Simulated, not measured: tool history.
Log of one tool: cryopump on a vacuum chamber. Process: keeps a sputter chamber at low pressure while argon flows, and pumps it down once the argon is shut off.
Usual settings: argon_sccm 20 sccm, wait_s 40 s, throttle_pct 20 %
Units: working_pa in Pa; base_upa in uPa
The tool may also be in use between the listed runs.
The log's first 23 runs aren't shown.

| run | hour | argon_sccm | wait_s | throttle_pct | working_pa | base_upa |
|---|---|---|---|---|---|---|
| 24 | 954.9 | 20 | 23 | 20 | 0.1482 | 3.36 |
| 25 | 1003.2 | 26 | 90 | 31 | 0.1246 | 2.09 |
| 26 | 1031.5 | 26 | 156 | 42 | 0.0935 | 1.92 |
| 27 | 1063.0 | 9 | 200 | 59 | 0.0229 | 1.89 |
| 28 | 1093.8 | 9 | 200 | 59 | 0.0230 | 1.90 |
| 29 | 1128.8 | 20 | 267 | 20 | 0.1496 | 1.88 |
| 30 | 1159.9 | 25 | 74 | 51 | 0.0768 | 2.40 |
| 31 | 1204.9 | 25 | 74 | 51 | 0.0772 | 2.43 |
|  | 1241.7 | leaking fittings of the chamber tightened, without venting |
| 32 | 1259.3 | 25 | 70 | 16 | 0.2357 | 0.95 |
| 33 | 1310.1 | 25 | 70 | 37 | 0.1059 | 1.00 |
| 34 | 1350.3 | 25 | 70 | 37 | 0.1077 | 1.01 |

Forecast each of these 4 alternatives for the next run:
| A | 1392.9 | 15 | 143 | 37 | ? | ? |
| B | 1392.9 | 25 | 122 | 59 | ? | ? |
| C | 1392.9 | 25 | 51 | 37 | ? | ? |
| D | 1392.9 | 24 | 158 | 20 | ? | ? |

| run | working_pa | base_upa |
|---|---|---|
| A | 0.0653 | 0.75 |
| B | 0.0720 | 0.79 |
| C | 0.1087 | 1.24 |
| D | 0.1843 | 0.76 |
Without the tool's hidden state the same runs would have given:
| run | working_pa | base_upa |
|---|---|---|
| A | 0.0597 | 0.58 |
| B | 0.0625 | 0.62 |
| C | 0.0992 | 1.08 |
| D | 0.1753 | 0.59 |

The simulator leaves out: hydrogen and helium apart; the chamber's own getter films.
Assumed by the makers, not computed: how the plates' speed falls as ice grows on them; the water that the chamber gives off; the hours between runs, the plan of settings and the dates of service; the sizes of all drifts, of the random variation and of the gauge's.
